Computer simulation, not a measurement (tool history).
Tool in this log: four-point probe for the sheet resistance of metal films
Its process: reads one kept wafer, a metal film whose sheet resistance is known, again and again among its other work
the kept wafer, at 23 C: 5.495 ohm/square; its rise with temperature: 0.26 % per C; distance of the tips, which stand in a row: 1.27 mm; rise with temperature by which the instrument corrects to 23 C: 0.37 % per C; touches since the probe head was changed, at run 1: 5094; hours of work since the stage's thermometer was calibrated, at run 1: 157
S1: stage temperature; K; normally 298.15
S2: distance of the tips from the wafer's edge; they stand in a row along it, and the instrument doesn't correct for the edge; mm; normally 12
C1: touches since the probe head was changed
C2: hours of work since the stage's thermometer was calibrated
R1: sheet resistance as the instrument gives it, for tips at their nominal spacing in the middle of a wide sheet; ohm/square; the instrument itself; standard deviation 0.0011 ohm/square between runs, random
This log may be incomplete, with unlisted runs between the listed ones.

| run | day | S1 | S2 | C1 | C2 | R1 |
|---|---|---|---|---|---|---|
| 1 | 0.000 | 298.15 | 12 | 5094 | 157 | 5.546349 |
| 2 | 1.488 | 298.15 | 12 | 5901 | 175 | 5.545084 |
| 3 | 2.833 | 298.15 | 12 | 6632 | 191 | 5.544596 |
| 4 | 3.992 | 298.15 | 12 | 7260 | 205 | 5.544439 |
| 5 | 5.121 | 298.15 | 12 | 7872 | 218 | 5.544335 |
| 6 | 6.250 | 306.15 | 12 | 8484 | 232 | 5.496545 |
| 7 | 7.533 | 306.15 | 7 | 9181 | 247 | 5.559374 |
| 8 | 8.683 | 298.15 | 12 | 9806 | 261 | 5.544720 |
| 9 | 9.592 | 295.15 | 30 | 10297 | 272 | 5.534793 |
| 10 | 11.283 | 300.15 | 9 | 11215 | 292 | 5.557959 |
| 11 | 12.362 | 300.15 | 9 | 11799 | 305 | 5.556936 |
| 12 | 13.075 | 307.15 | 4 | 12187 | 314 | 5.738298 |
| 13 | 14.629 | 307.15 | 4 | 13030 | 332 | 5.734892 |
| 14 | 16.212 | 307.15 | 4 | 13889 | 351 | 5.736761 |
| 15 | 17.100 | 307.15 | 56 | 14370 | 362 | 5.457562 |

Had the tool no unlogged condition, and each run kept its random variation, what would the results have been?
What the log doesn't record here: inner tips' distance over the nominal, %; tips' flats over new ones', %; wafer's true temperature over the reading, C; drift of the gauge itself on sheet_ohm, %.
| run | R1 |
|---|---|
| 1 | 5.516646 |
| 2 | 5.515632 |
| 3 | 5.515388 |
| 4 | 5.515409 |
| 5 | 5.515495 |
| 6 | 5.468186 |
| 7 | 5.530941 |
| 8 | 5.516508 |
| 9 | 5.506764 |
| 10 | 5.530163 |
| 11 | 5.529355 |
| 12 | 5.710052 |
| 13 | 5.706959 |
| 14 | 5.709084 |
| 15 | 5.431285 |
